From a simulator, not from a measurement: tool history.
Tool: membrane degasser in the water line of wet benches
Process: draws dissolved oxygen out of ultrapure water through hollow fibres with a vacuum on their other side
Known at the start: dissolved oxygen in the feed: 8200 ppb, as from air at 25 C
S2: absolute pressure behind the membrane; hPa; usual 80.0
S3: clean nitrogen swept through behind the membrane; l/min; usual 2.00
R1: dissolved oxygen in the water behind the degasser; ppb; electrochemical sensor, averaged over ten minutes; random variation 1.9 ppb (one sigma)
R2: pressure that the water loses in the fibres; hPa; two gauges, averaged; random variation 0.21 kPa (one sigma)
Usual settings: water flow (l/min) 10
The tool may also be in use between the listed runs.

{"run": 1, "hour": 0.0, "water flow (l/min)": 10, "S2": 80.0, "S3": 2.0, "R1": 201.4, "R2": 694.7}
{"run": 2, "hour": 287.9, "water flow (l/min)": 10, "S2": 80.0, "S3": 2.0, "R1": 201.5, "R2": 696.7}
{"run": 3, "hour": 619.1, "water flow (l/min)": 14, "S2": 80.0, "S3": 2.0, "R1": 317.6, "R2": 980.3}
{"run": 4, "hour": 947.6, "water flow (l/min)": 14, "S2": 80.0, "S3": 2.0, "R1": 321.1, "R2": 978.5}
{"run": 5, "hour": 1293.8, "water flow (l/min)": 8, "S2": 80.0, "S3": 2.0, "R1": 147.4, "R2": 559.6}
{"run": 6, "hour": 1643.3, "water flow (l/min)": 8, "S2": 80.0, "S3": 2.0, "R1": 147.3, "R2": 558.9}
{"run": 7, "hour": 1902.9, "water flow (l/min)": 8, "S2": 80.0, "S3": 2.0, "R1": 145.6, "R2": 556.7}
{"run": 8, "hour": 2097.5, "water flow (l/min)": 9, "S2": 80.0, "S3": 2.0, "R1": 177.7, "R2": 631.5}
{"run": 9, "hour": 2429.9, "water flow (l/min)": 10, "S2": 80.0, "S3": 3.39, "R1": 185.8, "R2": 699.4}
{"run": 10, "hour": 2756.8, "water flow (l/min)": 10, "S2": 80.0, "S3": 3.39, "R1": 185.0, "R2": 699.1}
{"run": 11, "hour": 2964.7, "water flow (l/min)": 10, "S2": 80.0, "S3": 5.42, "R1": 170.6, "R2": 704.0}
{"run": 12, "hour": 3323.1, "water flow (l/min)": 6, "S2": 84.4, "S3": 5.64, "R1": 73.2, "R2": 421.5}
{"run": 13, "hour": 3626.0, "water flow (l/min)": 6, "S2": 84.4, "S3": 5.64, "R1": 73.1, "R2": 422.3}
{"run": 14, "hour": 3839.9, "water flow (l/min)": 14, "S2": 91.6, "S3": 1.05, "R1": 426.9, "R2": 983.3}
{"run": 15, "hour": 4129.3, "water flow (l/min)": 12, "S2": 172.7, "S3": 0.83, "R1": 639.3, "R2": 842.3}
{"run": 16, "hour": 4312.9, "water flow (l/min)": 12, "S2": 172.7, "S3": 0.83, "R1": 642.1, "R2": 844.1}
{"run": 17, "hour": 4660.1, "water flow (l/min)": 10, "S2": 172.7, "S3": 4.67, "R1": 228.4, "R2": 705.1}
{"run": 18, "hour": 4966.7, "water flow (l/min)": 10, "S2": 172.7, "S3": 4.67, "R1": 230.0, "R2": 706.1}
{"run": 19, "hour": 5299.9, "water flow (l/min)": 14, "S2": 111.0, "S3": 2.0, "R1": 390.5, "R2": 992.3}
{"run": 20, "hour": 5568.4, "water flow (l/min)": 16, "S2": 101.1, "S3": 1.58, "R1": 464.6, "R2": 1130.6}
{"run": 21, "hour": 5823.6, "water flow (l/min)": 8, "S2": 71.2, "S3": 4.0, "R1": 128.3, "R2": 567.5}
{"run": 22, "hour": 6013.1, "water flow (l/min)": 14, "S2": 55.7, "S3": 2.93, "R1": 287.9, "R2": 986.1}

3 ways to go on from here, each from the tool as it stands after run 22. What would each give?
{"run": "A", "hour": 6265.0, "water flow (l/min)": 8, "S2": 80.0, "S3": 2.0, "R1": "?", "R2": "?"}
{"run": "B", "hour": 6265.0, "water flow (l/min)": 10, "S2": 54.8, "S3": 2.0, "R1": "?", "R2": "?"}
{"run": "C", "hour": 6265.0, "water flow (l/min)": 9, "S2": 119.0, "S3": 2.93, "R1": "?", "R2": "?"}

run=A R1=155.3 R2=561.1
run=B R1=185.5 R2=713.5
run=C R1=197.7 R2=636.2
Without the tool's hidden state the same runs would have given:
run=A R1=135.8 R2=541.2
run=B R1=161.4 R2=688.3
run=C R1=175.2 R2=613.6
